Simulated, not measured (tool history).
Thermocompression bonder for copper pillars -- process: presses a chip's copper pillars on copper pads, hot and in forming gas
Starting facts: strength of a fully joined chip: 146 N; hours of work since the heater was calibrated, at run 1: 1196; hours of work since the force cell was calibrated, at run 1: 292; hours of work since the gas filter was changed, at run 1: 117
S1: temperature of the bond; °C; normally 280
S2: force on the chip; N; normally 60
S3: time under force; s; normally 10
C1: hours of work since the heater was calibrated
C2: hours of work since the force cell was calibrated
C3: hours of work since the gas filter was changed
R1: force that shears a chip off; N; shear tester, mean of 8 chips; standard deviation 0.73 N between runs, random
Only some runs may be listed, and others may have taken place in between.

run     day   S1  S2  S3    C1   C2   C3    R1
  1   0.000  280  60  10  1196  292  117  43.2
  2   1.746  280  60  10  1216  312  137  42.8
  3   3.204  280  60  10  1233  329  154  41.7
  4   5.150  280  60  10  1255  352  177  41.0
      6.100  -- forming gas filter changed
  5   7.362  280  60  10  1281  377   15  43.7
      7.654  -- force cell calibrated
  6   9.112  277  60  10  1301   17   34  42.7
  7  11.738  277  60  10  1331   47   65  41.1
  8  14.025  277  60  10  1358   74   91  40.3
  9  15.983  277  55   6  1380   97  114  29.4
 10  18.325  277  55   6  1408  124  141  28.6
     19.158  -- heater calibrated with a thermocouple chip
 11  20.854  277  55   6    20  152  170  36.1
     22.271  -- forming gas filter changed
 12  24.000  277  55   8    56  189   20  44.6
 13  25.596  280  49  10    75  207   39  44.8
     26.092  -- force cell calibrated, once more
 14  28.296  280  38  24   105   26   69  41.7

Below are 4 alternative next runs, each starting from the tool's condition after run 14. Predict each:
  A  29.808  280  89  24  123  43  87   ?
  B  29.808  282  49  19  123  43  87   ?
  C  29.808  257  71  10  123  43  87   ?
  D  29.808  271  48  25  123  43  87   ?

run    R1
  A  99.4
  B  52.1
  C  40.6
  D  48.1
Stripped of hidden state, with their random variation kept, the same runs would have yielded:
run     R1
  A  105.0
  B   55.4
  C   43.3
  D   51.2
